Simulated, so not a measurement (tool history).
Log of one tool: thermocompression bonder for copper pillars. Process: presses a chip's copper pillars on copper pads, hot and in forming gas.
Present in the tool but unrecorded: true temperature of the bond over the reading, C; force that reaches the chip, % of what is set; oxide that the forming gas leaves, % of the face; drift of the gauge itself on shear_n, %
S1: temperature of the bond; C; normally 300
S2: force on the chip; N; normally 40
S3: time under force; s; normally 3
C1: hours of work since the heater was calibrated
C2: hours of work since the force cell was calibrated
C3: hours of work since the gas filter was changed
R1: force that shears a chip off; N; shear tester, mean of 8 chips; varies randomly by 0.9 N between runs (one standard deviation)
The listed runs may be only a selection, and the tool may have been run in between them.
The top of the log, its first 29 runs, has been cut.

Run 30, hour 236.5: usual settings but S2 48 N, S3 5 s; C1 1054; C2 195; C3 87. Result: R1 88.0 N.
Run 31, hour 245.1: usual settings but S2 48 N, S3 5 s; C1 1059; C2 200; C3 91. Result: R1 87.2 N.
At hour 252.4: heater calibrated with a thermocouple chip.
Run 32, hour 258.0: usual settings but S2 49 N; C1 3; C2 206; C3 97. Result: R1 82.1 N.
Run 33, hour 264.5: usual settings but S1 288 C, S2 49 N; C1 7; C2 209; C3 101. Result: R1 73.6 N.
Run 34, hour 270.0: usual settings but S1 283 C, S2 48 N; C1 10; C2 212; C3 104. Result: R1 68.8 N.
Run 35, hour 278.7: usual settings but S1 311 C, S2 28 N, S3 2 s; C1 14; C2 217; C3 108. Result: R1 48.9 N.
At hour 280.0: forming gas filter changed.
Run 36, hour 285.3: usual settings but S1 311 C, S2 28 N, S3 2 s; C1 18; C2 220; C3 3. Result: R1 53.2 N.
Run 37, hour 294.2: usual settings but S1 280 C, S2 28 N, S3 5 s; C1 22; C2 225; C3 8. Result: R1 51.8 N.

5 ways to go on from here, each from the tool as it stands after run 37. What would each give?
Run A, hour 299.8: usual settings but S1 281 C, S2 28 N; C1 25; C2 228; C3 11. Result: R1 ?.
Run B, hour 299.8: usual settings but S1 280 C, S3 5 s; C1 25; C2 228; C3 11. Result: R1 ?.
Run C, hour 299.8: usual settings but S1 330 C, S2 46 N, S3 5 s; C1 25; C2 228; C3 11. Result: R1 ?.
Run D, hour 299.8: usual settings but S1 281 C, S2 28 N, S3 5 s; C1 25; C2 228; C3 11. Result: R1 ?.
Run E, hour 299.8: usual settings but S1 321 C, S2 24 N; C1 25; C2 228; C3 11. Result: R1 ?.

run     R1
  A   42.1
  B   69.6
  C  111.9
  D   53.3
  E   58.6
Stripped of hidden state, with their random variation kept, the same runs would have yielded:
run     R1
  A   43.4
  B   71.4
  C  113.5
  D   54.7
  E   60.1

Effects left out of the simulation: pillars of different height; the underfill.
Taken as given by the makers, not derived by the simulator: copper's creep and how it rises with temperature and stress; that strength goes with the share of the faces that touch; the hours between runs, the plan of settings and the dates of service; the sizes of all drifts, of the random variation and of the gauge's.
